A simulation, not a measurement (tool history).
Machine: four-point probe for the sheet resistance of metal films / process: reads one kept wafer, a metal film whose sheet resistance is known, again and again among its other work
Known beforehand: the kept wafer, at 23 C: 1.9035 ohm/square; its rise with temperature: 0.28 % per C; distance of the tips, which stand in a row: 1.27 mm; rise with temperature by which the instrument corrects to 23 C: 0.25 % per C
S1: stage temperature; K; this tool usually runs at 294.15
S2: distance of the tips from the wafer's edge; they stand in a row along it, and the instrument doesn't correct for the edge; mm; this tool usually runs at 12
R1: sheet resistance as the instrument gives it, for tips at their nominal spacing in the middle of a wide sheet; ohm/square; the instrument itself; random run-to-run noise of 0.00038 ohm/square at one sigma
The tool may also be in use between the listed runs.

| run | hour | S1 | S2 | R1 |
|---|---|---|---|---|
| 1 | 0 | 294.15 | 12 | 1.909332 |
| 2 | 22 | 294.15 | 12 | 1.908958 |
| 3 | 41.4 | 294.15 | 12 | 1.908047 |
| 4 | 74.9 | 295.15 | 12 | 1.908214 |
| 5 | 103.1 | 294.15 | 12 | 1.907091 |
| 6 | 130.8 | 294.15 | 12 | 1.907265 |
| 7 | 159.2 | 294.15 | 12 | 1.906412 |
|  | 162 | stage's thermometer calibrated |
| 8 | 181.4 | 294.15 | 12 | 1.906693 |
| 9 | 198.8 | 294.15 | 12 | 1.905868 |
| 10 | 215.5 | 294.15 | 12 | 1.905906 |
| 11 | 231 | 294.15 | 12 | 1.905316 |
| 12 | 264.6 | 300.15 | 12 | 1.908091 |
|  | 272.8 | stage's thermometer calibrated, once more |
| 13 | 286.6 | 291.15 | 15 | 1.896859 |
| 14 | 317.7 | 297.15 | 7 | 1.925441 |
| 15 | 352.3 | 297.15 | 7 | 1.925586 |
| 16 | 368.3 | 293.15 | 9 | 1.909809 |

Run 17 has not been measured yet. What should we expect?
| 17 | 405.3 | 296.15 | 12 | ? |

{"run 17": {"R1": 1.90117}}
Had the tool carried no hidden state, the very same run would have given R1 1.914285 ohm/square.

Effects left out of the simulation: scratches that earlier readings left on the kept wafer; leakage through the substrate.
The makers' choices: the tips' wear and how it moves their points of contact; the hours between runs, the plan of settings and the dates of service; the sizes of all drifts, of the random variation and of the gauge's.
